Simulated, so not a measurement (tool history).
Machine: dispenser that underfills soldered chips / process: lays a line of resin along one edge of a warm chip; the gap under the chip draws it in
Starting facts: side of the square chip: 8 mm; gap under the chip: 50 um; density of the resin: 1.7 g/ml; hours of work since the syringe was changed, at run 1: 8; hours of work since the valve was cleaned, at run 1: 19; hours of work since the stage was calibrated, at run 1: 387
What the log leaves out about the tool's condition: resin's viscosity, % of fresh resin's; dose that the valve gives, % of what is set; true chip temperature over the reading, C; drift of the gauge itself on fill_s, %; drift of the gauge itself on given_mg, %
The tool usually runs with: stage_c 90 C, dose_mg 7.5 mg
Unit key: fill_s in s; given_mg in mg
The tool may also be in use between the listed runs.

run	day	stage_c	dose_mg	hours of work since the syringe was changed	hours of work since the valve was cleaned	hours of work since the stage was calibrated	fill_s	given_mg
1	0	90	7.5	8	19	387	65.6	7.35
# day 0.183: new syringe of resin
2	0.446	90	7.5	4	25	394	48	7.3
3	0.733	90	7.06	8	29	398	68.6	6.79
# day 0.904: new syringe of resin
4	1.192	90	7.06	4	36	405	49.4	6.81
# day 1.621: new syringe of resin
5	1.712	78	7.5	1	44	412	70.2	7.18
6	2.317	78	7.5	10	53	421	145	7.21
# day 2.371: new syringe of resin
7	2.979	78	7.5	9	62	431	124.9	7.09
# day 3.1: new syringe of resin
8	3.333	78	7.5	4	67	436	83.8	7.06
9	3.683	95	7.5	9	73	441	55.6	7.01
# day 3.846: new syringe of resin
10	4.233	95	9.1	6	81	449	44.3	8.36
# day 4.575: new syringe of resin
11	4.654	95	9.1	1	87	455	29.9	8.38
12	5.129	90	7.5	8	94	462	70	6.84
# day 5.312: new syringe of resin
13	5.425	90	6.69	2	98	467	43.8	6.07
# day 6.038: new syringe of resin
14	6.046	90	7.33	0	107	476	37.8	6.54
# day 6.642: dispensing valve cleaned and set on the balance
15	6.692	90	7.32	9	1	485	72.8	7.33
# day 6.817: new syringe of resin
16	7.171	90	9.05	5	8	492	51.6	8.96
# day 7.567: new syringe of resin
17	7.725	97	9.19	2	16	500	29.5	9.09
# day 8.283: new syringe of resin
18	8.358	103	6.54	1	25	509	23.4	6.33
19	8.654	103	6.54	6	29	513	33.3	6.37
# day 9.017: new syringe of resin
20	9.312	103	6.54	4	39	523	29.4	6.39
# day 9.738: new syringe of resin
21	9.754	83	8.31	0	45	530	50.6	7.99
22	10.338	79	7.5	9	54	538	123.2	7.13
# day 10.483: new syringe of resin
23	10.996	79	7.5	8	64	548	110.1	7.09
# day 11.208: new syringe of resin
24	11.362	92	7.5	2	69	553	40.1	7.07
25	11.746	84	9.75	8	75	559	88.2	9.14
# day 11.95: new syringe of resin
26	12.262	84	9.75	5	82	566	66.6	9.03
27	12.65	101	8.75	10	88	572	49.4	8.13
# day 12.712: new syringe of resin
28	13.254	101	8.75	8	97	581	41	7.93
# day 13.425: new syringe of resin
29	13.804	76	7.13	6	105	589	116.7	6.46
# day 14.162: new syringe of resin
30	14.35	76	7.13	3	113	597	93.4	6.4
# day 14.562: dispensing valve cleaned and set on the balance
31	14.788	83	7.89	9	3	603	96.9	7.88
# day 14.933: new syringe of resin
32	15.083	90	6.56	2	8	607	45.2	6.49

A few steps of fill_s between consecutive runs. Split each: what settings, incoming material and random variation would produce without the hidden state, and what is left over for the hidden state, along with gauge scatter present in only one of the two compared results (measured, and without hidden state):
Run 5 -> 6: nothing adjusted, nothing logged. fill_s +74.8 s: hidden state +73.4, all else +1.4.
Run 21 -> 22: stage_c 83 -> 79, dose_mg 8.31 -> 7.5. fill_s +72.6 s: hidden state +63, all else +9.6.
Run 23 -> 24: stage_c 79 -> 92, new syringe of resin. fill_s -70 s: hidden state -47.2, all else -22.8.
Run 28 -> 29: stage_c 101 -> 76, dose_mg 8.75 -> 7.13, new syringe of resin. fill_s +75.7 s: hidden state +33, all else +42.7.

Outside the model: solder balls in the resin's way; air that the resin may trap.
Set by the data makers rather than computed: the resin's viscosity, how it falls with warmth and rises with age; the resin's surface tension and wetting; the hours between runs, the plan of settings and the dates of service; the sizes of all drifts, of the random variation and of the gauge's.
